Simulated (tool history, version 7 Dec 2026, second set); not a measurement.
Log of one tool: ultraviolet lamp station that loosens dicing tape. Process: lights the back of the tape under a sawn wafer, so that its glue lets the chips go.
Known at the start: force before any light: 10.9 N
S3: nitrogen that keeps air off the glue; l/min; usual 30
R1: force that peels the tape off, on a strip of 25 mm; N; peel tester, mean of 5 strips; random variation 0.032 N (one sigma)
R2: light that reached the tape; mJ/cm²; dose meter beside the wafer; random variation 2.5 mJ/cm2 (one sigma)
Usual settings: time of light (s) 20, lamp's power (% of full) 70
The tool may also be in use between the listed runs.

{"run": 1, "hour": 0.0, "time of light (s)": 20, "lamp's power (% of full)": 70, "S3": 30, "R1": 1.947, "R2": 259}
{"run": 2, "hour": 5.2, "time of light (s)": 20, "lamp's power (% of full)": 70, "S3": 30, "R1": 1.95, "R2": 259}
{"run": 3, "hour": 10.2, "time of light (s)": 20, "lamp's power (% of full)": 70, "S3": 30, "R1": 1.932, "R2": 259}
{"run": 4, "hour": 14.0, "time of light (s)": 20, "lamp's power (% of full)": 70, "S3": 30, "R1": 1.984, "R2": 257}
{"run": 5, "hour": 20.8, "time of light (s)": 20, "lamp's power (% of full)": 70, "S3": 30, "R1": 1.964, "R2": 255}
{"run": 6, "hour": 27.2, "time of light (s)": 20, "lamp's power (% of full)": 70, "S3": 30, "R1": 2.023, "R2": 255}
{"run": 7, "hour": 34.9, "time of light (s)": 20, "lamp's power (% of full)": 70, "S3": 30, "R1": 2.066, "R2": 250}
{"run": 8, "hour": 39.8, "time of light (s)": 20, "lamp's power (% of full)": 70, "S3": 30, "R1": 2.043, "R2": 255}
{"run": 9, "hour": 46.4, "time of light (s)": 20, "lamp's power (% of full)": 70, "S3": 30, "R1": 2.072, "R2": 250}
{"run": 10, "hour": 53.8, "time of light (s)": 20, "lamp's power (% of full)": 70, "S3": 26, "R1": 2.228, "R2": 248}
{"run": 11, "hour": 62.7, "time of light (s)": 20, "lamp's power (% of full)": 70, "S3": 26, "R1": 2.312, "R2": 247}
{"run": 12, "hour": 68.2, "time of light (s)": 20, "lamp's power (% of full)": 70, "S3": 30, "R1": 2.059, "R2": 245}
{"run": 13, "hour": 72.6, "time of light (s)": 20, "lamp's power (% of full)": 70, "S3": 30, "R1": 2.085, "R2": 246}
{"run": 14, "hour": 81.2, "time of light (s)": 20, "lamp's power (% of full)": 70, "S3": 30, "R1": 2.123, "R2": 241}
{"run": 15, "hour": 88.2, "time of light (s)": 20, "lamp's power (% of full)": 70, "S3": 30, "R1": 2.202, "R2": 243}
{"run": 16, "hour": 94.5, "time of light (s)": 20, "lamp's power (% of full)": 70, "S3": 30, "R1": 2.169, "R2": 242}
{"run": 17, "hour": 103.3, "time of light (s)": 20, "lamp's power (% of full)": 70, "S3": 12, "R1": 3.376, "R2": 241}
{"run": 18, "hour": 108.3, "time of light (s)": 20, "lamp's power (% of full)": 94, "S3": 55, "R1": 0.871, "R2": 324}
{"run": 19, "hour": 116.8, "time of light (s)": 15, "lamp's power (% of full)": 67, "S3": 30, "R1": 3.438, "R2": 168}
{"run": 20, "hour": 120.8, "time of light (s)": 20, "lamp's power (% of full)": 70, "S3": 36, "R1": 1.956, "R2": 239}
{"run": 21, "hour": 129.4, "time of light (s)": 10, "lamp's power (% of full)": 80, "S3": 30, "R1": 4.471, "R2": 136}
{"run": 22, "hour": 134.6, "time of light (s)": 20, "lamp's power (% of full)": 65, "S3": 52, "R1": 2.031, "R2": 219}
{"run": 23, "hour": 139.4, "time of light (s)": 22, "lamp's power (% of full)": 65, "S3": 13, "R1": 3.257, "R2": 238}
{"run": 24, "hour": 144.4, "time of light (s)": 11, "lamp's power (% of full)": 70, "S3": 10, "R1": 6.056, "R2": 126}
{"run": 25, "hour": 151.0, "time of light (s)": 28, "lamp's power (% of full)": 83, "S3": 49, "R1": 0.638, "R2": 385}
{"run": 26, "hour": 157.9, "time of light (s)": 25, "lamp's power (% of full)": 83, "S3": 49, "R1": 0.848, "R2": 342}
{"run": 27, "hour": 163.7, "time of light (s)": 28, "lamp's power (% of full)": 73, "S3": 16, "R1": 1.777, "R2": 335}
{"run": 28, "hour": 170.1, "time of light (s)": 10, "lamp's power (% of full)": 73, "S3": 16, "R1": 5.589, "R2": 118}

4 ways to go on from here, each from the tool as it stands after run 28. What would each give?
{"run": "A", "hour": 177.9, "time of light (s)": 31, "lamp's power (% of full)": 70, "S3": 30, "R1": "?", "R2": "?"}
{"run": "B", "hour": 177.9, "time of light (s)": 35, "lamp's power (% of full)": 97, "S3": 30, "R1": "?", "R2": "?"}
{"run": "C", "hour": 177.9, "time of light (s)": 31, "lamp's power (% of full)": 64, "S3": 18, "R1": "?", "R2": "?"}
{"run": "D", "hour": 177.9, "time of light (s)": 14, "lamp's power (% of full)": 94, "S3": 33, "R1": "?", "R2": "?"}

run=A R1=1.024 R2=352
run=B R1=0.331 R2=554
run=C R1=1.785 R2=316
run=D R1=2.481 R2=214
Without the tool's hidden state the same runs would have given:
run=A R1=0.577 R2=447
run=B R1=0.168 R2=702
run=C R1=1.114 R2=402
run=D R1=1.683 R2=272
